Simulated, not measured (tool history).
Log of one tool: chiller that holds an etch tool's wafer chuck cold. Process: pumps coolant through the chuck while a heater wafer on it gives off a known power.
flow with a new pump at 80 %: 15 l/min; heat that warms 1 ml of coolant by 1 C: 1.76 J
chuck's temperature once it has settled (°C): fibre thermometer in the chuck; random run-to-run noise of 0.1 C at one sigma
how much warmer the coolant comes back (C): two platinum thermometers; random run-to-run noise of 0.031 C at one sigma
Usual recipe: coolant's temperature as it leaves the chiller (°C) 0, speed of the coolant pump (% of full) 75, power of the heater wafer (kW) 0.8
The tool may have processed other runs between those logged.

run	hour	coolant's temperature as it leaves the chiller (°C)	speed of the coolant pump (% of full)	power of the heater wafer (kW)	chuck's temperature once it has settled (°C)	how much warmer the coolant comes back (C)
1	0	0	75	0.8	6.8	2.15
2	61.2	0	75	0.8	6.7	2.12
3	100.1	0	75	0.8	6.8	2.15
4	163.3	5	75	0.8	11.7	2.11
5	258.7	1	75	0.8	7.9	2.14
6	349.5	1	75	0.997	9.9	2.68
7	424.3	1	75	0.997	9.9	2.65
8	483.5	1	75	0.997	10	2.69
9	577.4	0	75	0.451	3.6	1.21
10	622.8	4	75	0.8	11.1	2.14
11	670.1	4	75	0.8	11	2.17
# hour 714: coolant changed, channels flushed
12	759.7	4	75	0.8	9.7	2.14
13	824.2	-1	75	0.8	4.8	2.17
14	909.7	-1	75	0.8	4.7	2.19
15	953.4	-1	75	0.8	4.6	2.22
16	1020.6	-1	75	0.8	4.8	2.18
17	1095.7	-5	71	0.925	2.2	2.65
18	1173.8	0	71	0.521	3.6	1.48
19	1221.5	0	64	0.529	4.2	1.77
20	1265.9	0	82	0.8	5.4	2.08
21	1306.5	-2	73	0.952	5.4	2.7
22	1385.3	-2	73	1.126	6.9	3.18
23	1442.2	0	90	0.8	4.7	1.87
24	1483.2	-8	89	0.833	-2.9	1.94
25	1572.6	-8	63	1.04	1.6	3.51
26	1658.9	7	88	1.06	13.9	2.52
27	1704.7	7	88	1.06	14	2.52
28	1788.1	2	88	1.095	9.3	2.68
29	1872.1	0	78	0.8	5.8	2.19
30	1954.7	-6	95	0.727	-2	1.63
31	2007.7	-6	95	0.727	-1.8	1.62

Run by run, hidden condition taken away, random variation retained:
The hidden state here: heat passed by the chuck's channels, % of clean ones'; flow at a given pump speed, % of a new pump's; coolant's true temperature over the reading, C; drift of the gauge itself on chuck_c, C; drift of the gauge itself on warmer_back_c, C.
run	chuck's temperature once it has settled (°C)	how much warmer the coolant comes back (C)
1	6	1.99
2	5.8	1.96
3	6	1.98
4	10.8	1.94
5	7	1.96
6	8.5	2.44
7	8.5	2.4
8	8.5	2.44
9	3.4	1.1
10	10	1.92
11	9.9	1.95
12	10	1.91
13	5	1.94
14	4.9	1.94
15	4.9	1.97
16	5	1.93
17	2.2	2.34
18	4.1	1.29
19	4.5	1.55
20	5.6	1.83
21	5.3	2.36
22	6.5	2.77
23	5	1.63
24	-2.7	1.69
25	1	3.04
26	13.8	2.17
27	13.9	2.17
28	9.1	2.3
29	5.8	1.88
30	-1.7	1.38
31	-1.5	1.37

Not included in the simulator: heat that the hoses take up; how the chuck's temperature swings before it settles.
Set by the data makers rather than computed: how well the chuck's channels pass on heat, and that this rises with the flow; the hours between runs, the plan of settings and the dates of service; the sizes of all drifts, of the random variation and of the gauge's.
